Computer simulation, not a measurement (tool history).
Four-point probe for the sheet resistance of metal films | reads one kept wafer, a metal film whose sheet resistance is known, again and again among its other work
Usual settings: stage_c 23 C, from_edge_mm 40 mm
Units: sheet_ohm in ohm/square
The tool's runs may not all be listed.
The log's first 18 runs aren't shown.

{"run": 19, "hour": 1489.8, "stage_c": 25, "from_edge_mm": 40, "sheet_ohm": 23.232423}
{"run": 20, "hour": 1606.8, "stage_c": 25, "from_edge_mm": 40, "sheet_ohm": 23.219584}
{"run": 21, "hour": 1713.1, "stage_c": 25, "from_edge_mm": 40, "sheet_ohm": 23.228576}
{"run": 22, "hour": 1795.1, "stage_c": 25, "from_edge_mm": 40, "sheet_ohm": 23.228023}
{"run": 23, "hour": 1859.8, "stage_c": 35, "from_edge_mm": 24, "sheet_ohm": 23.130088}
{"run": 24, "hour": 1964.4, "stage_c": 28, "from_edge_mm": 32, "sheet_ohm": 23.206578}
{"run": 25, "hour": 2044.8, "stage_c": 23, "from_edge_mm": 15, "sheet_ohm": 23.312587}
{"run": 26, "hour": 2098.5, "stage_c": 19, "from_edge_mm": 4, "sheet_ohm": 24.065092}
{"run": 27, "hour": 2201.8, "stage_c": 26, "from_edge_mm": 26, "sheet_ohm": 23.242832}
{"run": 28, "hour": 2288.0, "stage_c": 26, "from_edge_mm": 3, "sheet_ohm": 24.532365}
{"run": 29, "hour": 2383.8, "stage_c": 29, "from_edge_mm": 3, "sheet_ohm": 24.503754}
{"run": 30, "hour": 2473.6, "stage_c": 25, "from_edge_mm": 58, "sheet_ohm": 23.243067}
{"run": 31, "hour": 2536.3, "stage_c": 21, "from_edge_mm": 32, "sheet_ohm": 23.303176}
{"run": 32, "hour": 2609.7, "stage_c": 18, "from_edge_mm": 3, "sheet_ohm": 24.644362}
{"run": 33, "hour": 2709.3, "stage_c": 19, "from_edge_mm": 4, "sheet_ohm": 24.083859}
{"run": 34, "hour": 2804.3, "stage_c": 23, "from_edge_mm": 40, "sheet_ohm": 23.285316}
{"run": 35, "hour": 2918.5, "stage_c": 32, "from_edge_mm": 65, "sheet_ohm": 23.167484}
{"run": 36, "hour": 3005.3, "stage_c": 31, "from_edge_mm": 12, "sheet_ohm": 23.257106}
{"run": 37, "hour": 3088.1, "stage_c": 31, "from_edge_mm": 12, "sheet_ohm": 23.265105}
{"run": 38, "hour": 3203.1, "stage_c": 26, "from_edge_mm": 19, "sheet_ohm": 23.281568}
{"run": 39, "hour": 3297.0, "stage_c": 32, "from_edge_mm": 10, "sheet_ohm": 23.299429}
{"run": 40, "hour": 3389.3, "stage_c": 32, "from_edge_mm": 10, "sheet_ohm": 23.298507}
{"run": 41, "hour": 3495.4, "stage_c": 32, "from_edge_mm": 10, "sheet_ohm": 23.29573}
{"run": 42, "hour": 3583.8, "stage_c": 27, "from_edge_mm": 19, "sheet_ohm": 23.27076}
{"hour": 3653.6, "done": "stage's thermometer calibrated"}
{"run": 43, "hour": 3674.3, "stage_c": 32, "from_edge_mm": 7, "sheet_ohm": 23.384455}

4 ways to go on from here, each from the tool as it stands after run 43. What would each give?
{"run": "A", "hour": 3790.4, "stage_c": 20, "from_edge_mm": 7, "sheet_ohm": "?"}
{"run": "B", "hour": 3790.4, "stage_c": 18, "from_edge_mm": 16, "sheet_ohm": "?"}
{"run": "C", "hour": 3790.4, "stage_c": 21, "from_edge_mm": 40, "sheet_ohm": "?"}
{"run": "D", "hour": 3790.4, "stage_c": 24, "from_edge_mm": 3, "sheet_ohm": "?"}

run=A sheet_ohm=23.546329
run=B sheet_ohm=23.365306
run=C sheet_ohm=23.275576
run=D sheet_ohm=24.557002
Without the tool's hidden state the same runs would have given:
run=A sheet_ohm=23.482098
run=B sheet_ohm=23.301492
run=C sheet_ohm=23.212056
run=D sheet_ohm=24.490319

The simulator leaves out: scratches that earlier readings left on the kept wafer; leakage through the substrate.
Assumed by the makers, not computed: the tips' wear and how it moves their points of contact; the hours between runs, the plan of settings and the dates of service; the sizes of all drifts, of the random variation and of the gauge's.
